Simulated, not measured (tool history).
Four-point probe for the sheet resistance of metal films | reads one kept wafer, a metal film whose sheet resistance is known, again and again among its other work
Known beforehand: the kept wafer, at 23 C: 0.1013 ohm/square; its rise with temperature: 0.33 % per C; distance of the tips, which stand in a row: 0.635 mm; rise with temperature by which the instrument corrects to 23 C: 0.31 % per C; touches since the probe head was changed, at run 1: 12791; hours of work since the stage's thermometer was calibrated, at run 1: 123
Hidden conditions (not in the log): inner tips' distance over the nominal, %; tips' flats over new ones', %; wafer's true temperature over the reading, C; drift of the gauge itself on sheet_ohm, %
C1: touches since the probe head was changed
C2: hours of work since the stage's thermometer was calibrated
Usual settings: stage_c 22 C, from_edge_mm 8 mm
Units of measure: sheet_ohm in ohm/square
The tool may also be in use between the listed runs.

{"run": 1, "hour": 0.0, "stage_c": 22, "from_edge_mm": 8, "C1": 12791, "C2": 123, "sheet_ohm": 0.10153}
{"run": 2, "hour": 43.0, "stage_c": 22, "from_edge_mm": 9, "C1": 13569, "C2": 143, "sheet_ohm": 0.101473}
{"run": 3, "hour": 93.1, "stage_c": 22, "from_edge_mm": 9, "C1": 14477, "C2": 167, "sheet_ohm": 0.101427}
{"run": 4, "hour": 127.9, "stage_c": 22, "from_edge_mm": 9, "C1": 15107, "C2": 184, "sheet_ohm": 0.101474}
{"hour": 133.6, "done": "stage's thermometer calibrated"}
{"run": 5, "hour": 173.1, "stage_c": 22, "from_edge_mm": 8, "C1": 15916, "C2": 19, "sheet_ohm": 0.101523}
{"run": 6, "hour": 206.5, "stage_c": 22, "from_edge_mm": 5, "C1": 16522, "C2": 35, "sheet_ohm": 0.102059}
{"hour": 214.1, "done": "stage's thermometer calibrated, once more"}
{"run": 7, "hour": 259.9, "stage_c": 22, "from_edge_mm": 5, "C1": 17480, "C2": 22, "sheet_ohm": 0.10207}
{"run": 8, "hour": 291.0, "stage_c": 22, "from_edge_mm": 5, "C1": 18044, "C2": 37, "sheet_ohm": 0.102098}
{"run": 9, "hour": 328.6, "stage_c": 22, "from_edge_mm": 40, "C1": 18724, "C2": 55, "sheet_ohm": 0.101188}
{"run": 10, "hour": 369.5, "stage_c": 22, "from_edge_mm": 40, "C1": 19465, "C2": 74, "sheet_ohm": 0.101226}

Branching from run 10: 4 alternative next runs. What would each branch give?
{"run": "A", "hour": 404.7, "stage_c": 23, "from_edge_mm": 29, "C1": 20102, "C2": 91, "sheet_ohm": "?"}
{"run": "B", "hour": 404.7, "stage_c": 26, "from_edge_mm": 17, "C1": 20102, "C2": 91, "sheet_ohm": "?"}
{"run": "C", "hour": 404.7, "stage_c": 23, "from_edge_mm": 8, "C1": 20102, "C2": 91, "sheet_ohm": "?"}
{"run": "D", "hour": 404.7, "stage_c": 20, "from_edge_mm": 40, "C1": 20102, "C2": 91, "sheet_ohm": "?"}

run=A sheet_ohm=0.101238
run=B sheet_ohm=0.101357
run=C sheet_ohm=0.101594
run=D sheet_ohm=0.10117
Had the tool no hidden state, the same runs would have come out as:
run=A sheet_ohm=0.101306
run=B sheet_ohm=0.101424
run=C sheet_ohm=0.101662
run=D sheet_ohm=0.101238
